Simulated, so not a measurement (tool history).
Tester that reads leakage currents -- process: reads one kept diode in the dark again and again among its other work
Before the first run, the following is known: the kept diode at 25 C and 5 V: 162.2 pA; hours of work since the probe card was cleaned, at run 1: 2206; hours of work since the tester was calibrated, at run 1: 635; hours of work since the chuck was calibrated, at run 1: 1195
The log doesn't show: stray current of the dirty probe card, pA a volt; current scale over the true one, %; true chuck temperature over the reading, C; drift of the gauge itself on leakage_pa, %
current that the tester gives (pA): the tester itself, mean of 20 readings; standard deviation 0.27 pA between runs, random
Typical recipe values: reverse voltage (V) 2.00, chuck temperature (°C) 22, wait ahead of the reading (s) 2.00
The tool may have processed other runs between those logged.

run	day	reverse voltage (V)	chuck temperature (°C)	wait ahead of the reading (s)	hours of work since the probe card was cleaned	hours of work since the tester was calibrated	hours of work since the chuck was calibrated	current that the tester gives (pA)
1	0.000	2.00	22	2.00	2206	635	1195	88.63
2	8.692	2.00	22	2.00	2365	794	1354	88.84
3	13.579	2.00	22	2.00	2454	883	1443	88.22
4	20.338	2.00	22	2.00	2578	1007	1567	87.66
5	28.679	2.00	22	2.00	2731	1160	1720	87.94
6	34.629	2.00	52	2.00	2840	1269	1829	956.98
7	38.967	2.00	52	2.00	2919	1348	1908	950.92
8	44.321	2.00	52	2.00	3017	1446	2006	949.23
# day 50.392: chuck's temperature calibrated
# day 51.233: probe card cleaned and baked
9	52.883	2.00	27	2.00	30	1599	43	134.00
10	61.742	2.00	27	2.00	192	1761	206	133.52
11	65.912	2.00	23	2.00	269	1838	282	94.17
12	70.358	2.00	23	2.00	350	1919	363	93.69
13	78.450	2.00	23	2.00	498	2067	512	93.36
14	86.096	2.00	23	2.00	638	2207	651	93.45
15	94.592	2.00	23	2.00	794	2363	807	93.40
16	99.688	2.00	22	2.00	887	2456	900	85.40
17	105.217	2.00	22	2.00	988	2557	1002	84.86
18	111.329	2.00	22	2.00	1100	2669	1113	85.29
19	116.396	2.00	22	1.31	1193	2762	1206	84.86
20	121.446	2.00	22	1.31	1286	2855	1299	84.98
21	125.417	3.18	47	0.75	1358	2927	1371	773.61
22	134.042	3.18	47	0.75	1516	3085	1529	768.22
23	142.854	10.29	22	2.00	1678	3247	1691	163.32
24	148.767	10.29	22	2.00	1786	3355	1799	162.91
25	156.192	3.38	30	2.63	1922	3491	1935	201.60
26	161.017	1.46	30	9.95	2010	3579	2023	146.92
# day 166.271: chuck's temperature calibrated
27	169.846	4.07	20	9.95	2170	3739	66	103.22
28	175.492	4.93	22	1.33	2274	3843	169	132.08
29	181.892	19.51	34	1.16	2391	3960	286	604.05
30	186.454	2.00	40	2.74	2474	4043	370	401.82
31	191.738	12.67	26	2.00	2571	4140	466	272.02
32	198.267	12.67	26	2.00	2691	4260	586	272.78
33	205.200	12.67	26	2.00	2818	4387	713	272.87
34	212.075	12.67	22	0.99	2944	4512	839	203.36
35	219.321	7.27	37	0.32	3076	4645	971	511.73
# day 223.229: probe card cleaned and baked
36	227.683	7.27	37	0.32	82	4796	1122	486.88
37	231.467	7.27	37	0.32	151	4865	1192	487.50
38	237.288	2.00	24	2.00	257	4972	1298	100.73
39	244.600	2.00	25	0.67	391	5106	1432	110.35
40	253.367	2.32	36	3.51	552	5266	1593	292.46

Predict each of these 3 candidate next runs independently; none follows another, all start after run 40:
A	258.308	7.68	22	0.56	642	5357	1683	?
B	258.308	11.55	48	0.84	642	5357	1683	?
C	258.308	5.30	36	3.51	642	5357	1683	?

run	current that the tester gives (pA)
A	141.73
B	1339.75
C	393.78
Stripped of hidden state, with their random variation kept, the same runs would have yielded:
run	current that the tester gives (pA)
A	148.01
B	1427.37
C	419.93
